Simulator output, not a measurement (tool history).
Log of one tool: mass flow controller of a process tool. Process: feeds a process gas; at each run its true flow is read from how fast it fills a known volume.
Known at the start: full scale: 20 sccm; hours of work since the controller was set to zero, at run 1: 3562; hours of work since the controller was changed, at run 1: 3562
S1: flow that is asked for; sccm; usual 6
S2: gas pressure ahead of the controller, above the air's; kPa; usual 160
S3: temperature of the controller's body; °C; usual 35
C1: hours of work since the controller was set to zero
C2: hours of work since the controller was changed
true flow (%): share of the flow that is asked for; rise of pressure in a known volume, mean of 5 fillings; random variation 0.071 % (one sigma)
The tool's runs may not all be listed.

Run 1, hour 0: usual settings; C1 3562; C2 3562. Result: true flow (%) 100.01.
Run 2, hour 286.9: usual settings; C1 3680; C2 3680. Result: true flow (%) 100.14.
Run 3, hour 701.2: usual settings but S1 3 sccm; C1 3851; C2 3851. Result: true flow (%) 100.02.
Run 4, hour 1150: usual settings but S3 26 °C; C1 4036; C2 4036. Result: true flow (%) 99.81.
Run 5, hour 1369: usual settings but S3 26 °C; C1 4126; C2 4126. Result: true flow (%) 99.87.
Run 6, hour 1834.1: usual settings; C1 4318; C2 4318. Result: true flow (%) 100.43.
Run 7, hour 2071.7: usual settings; C1 4416; C2 4416. Result: true flow (%) 100.48.
Run 8, hour 2553.8: usual settings but S3 22 °C; C1 4615; C2 4615. Result: true flow (%) 99.75.
Run 9, hour 3039.4: usual settings but S3 22 °C; C1 4815; C2 4815. Result: true flow (%) 99.97.
Run 10, hour 3428.6: usual settings but S3 22 °C; C1 4975; C2 4975. Result: true flow (%) 100.
Run 11, hour 3835.8: usual settings; C1 5143; C2 5143. Result: true flow (%) 100.71.
At hour 4299: controller's zero set anew.
Run 12, hour 4299: usual settings; C1 0; C2 5334. Result: true flow (%) 100.86.
Run 13, hour 4736.7: usual settings but S1 4 sccm; C1 180; C2 5514. Result: true flow (%) 100.9.
Run 14, hour 5155.5: usual settings but S1 4 sccm; C1 353; C2 5686. Result: true flow (%) 100.84.
Run 15, hour 5516.1: usual settings but S1 4 sccm; C1 502; C2 5835. Result: true flow (%) 100.95.
At hour 5807.3: controller exchanged for a calibrated one.
Run 16, hour 6031.9: usual settings but S1 4 sccm; C1 93; C2 93. Result: true flow (%) 101.13.
Run 17, hour 6331: usual settings; C1 216; C2 216. Result: true flow (%) 101.13.
Run 18, hour 6678.1: usual settings; C1 359; C2 359. Result: true flow (%) 101.35.
Run 19, hour 7186.6: usual settings; C1 568; C2 568. Result: true flow (%) 101.41.
Run 20, hour 7444.7: usual settings; C1 675; C2 675. Result: true flow (%) 101.39.
Run 21, hour 7801.3: usual settings; C1 822; C2 822. Result: true flow (%) 101.51.
Run 22, hour 8311.8: usual settings; C1 1032; C2 1032. Result: true flow (%) 101.68.
Run 23, hour 8741.6: usual settings; C1 1209; C2 1209. Result: true flow (%) 101.66.
Run 24, hour 9107: usual settings; C1 1360; C2 1360. Result: true flow (%) 101.72.
Run 25, hour 9501.7: usual settings but S1 4 sccm, S2 227 kPa; C1 1522; C2 1522. Result: true flow (%) 101.69.
Run 26, hour 9929: usual settings but S1 10 sccm, S2 173 kPa, S3 30 °C; C1 1698; C2 1698. Result: true flow (%) 101.8.
At hour 10275.9: gauge calibrated.
Run 27, hour 10369.3: usual settings but S1 10 sccm, S2 191 kPa, S3 39 °C; C1 1880; C2 1880. Result: true flow (%) 100.44.
Run 28, hour 10824: usual settings but S2 191 kPa, S3 29 °C; C1 2067; C2 2067. Result: true flow (%) 99.7.
Run 29, hour 11141: usual settings but S1 7 sccm; C1 2198; C2 2198. Result: true flow (%) 100.18.
Run 30, hour 11459.8: usual settings but S1 7 sccm; C1 2329; C2 2329. Result: true flow (%) 100.39.
Run 31, hour 11823.2: usual settings but S1 4 sccm, S3 27 °C; C1 2479; C2 2479. Result: true flow (%) 99.81.
Run 32, hour 12144.8: usual settings but S1 10 sccm, S2 216 kPa, S3 26 °C; C1 2612; C2 2612. Result: true flow (%) 100.02.
Run 33, hour 12494.5: usual settings but S2 157 kPa, S3 31 °C; C1 2756; C2 2756. Result: true flow (%) 100.23.
Run 34, hour 12967: usual settings but S2 237 kPa; C1 2950; C2 2950. Result: true flow (%) 100.49.
Run 35, hour 13243.8: usual settings but S2 237 kPa; C1 3064; C2 3064. Result: true flow (%) 100.52.
Run 36, hour 13754.8: usual settings but S2 276 kPa, S3 34 °C; C1 3275; C2 3275. Result: true flow (%) 100.46.
Run 37, hour 13997.1: usual settings but S1 4 sccm, S3 21 °C; C1 3375; C2 3375. Result: true flow (%) 99.87.
Run 38, hour 14330.4: usual settings but S1 4 sccm, S3 21 °C; C1 3512; C2 3512. Result: true flow (%) 99.85.
Run 39, hour 14629.4: usual settings but S1 16 sccm, S2 148 kPa, S3 23 °C; C1 3635; C2 3635. Result: true flow (%) 100.56.
Run 40, hour 14838.5: usual settings but S1 16 sccm, S2 148 kPa, S3 23 °C; C1 3722; C2 3722. Result: true flow (%) 100.55.
Run 41, hour 15186.7: usual settings but S1 7 sccm; C1 3865; C2 3865. Result: true flow (%) 101.05.
Run 42, hour 15603.7: usual settings but S3 39 °C; C1 4037; C2 4037. Result: true flow (%) 101.26.
Run 43, hour 15887.9: usual settings but S3 39 °C; C1 4154; C2 4154. Result: true flow (%) 101.29.
Run 44, hour 16398.3: usual settings but S3 39 °C; C1 4364; C2 4364. Result: true flow (%) 101.39.
Run 45, hour 16872.2: usual settings but S1 2 sccm, S2 153 kPa, S3 39 °C; C1 4560; C2 4560. Result: true flow (%) 101.37.
Run 46, hour 17155.7: usual settings but S1 2 sccm, S2 153 kPa, S3 39 °C; C1 4677; C2 4677. Result: true flow (%) 101.38.
Run 47, hour 17663.2: usual settings but S1 10 sccm, S2 209 kPa, S3 34 °C; C1 4886; C2 4886. Result: true flow (%) 101.54.
Run 48, hour 18057.8: usual settings but S1 12 sccm, S2 209 kPa, S3 34 °C; C1 5048; C2 5048. Result: true flow (%) 101.6.

3 ways to go on from here, each from the tool as it stands after run 48. What would each give?
Run A, hour 18419.6: usual settings but S1 2 sccm, S2 185 kPa, S3 33 °C; C1 5197; C2 5197. Result: true flow (%) ?.
Run B, hour 18419.6: usual settings but S1 4 sccm, S2 172 kPa, S3 26 °C; C1 5197; C2 5197. Result: true flow (%) ?.
Run C, hour 18419.6: usual settings but S1 3 sccm; C1 5197; C2 5197. Result: true flow (%) ?.

run  true flow (%)
  A         101.19
  B         100.87
  C         101.36
Without the tool's hidden state the same runs would have given:
run  true flow (%)
  A          99.73
  B          99.38
  C          99.87
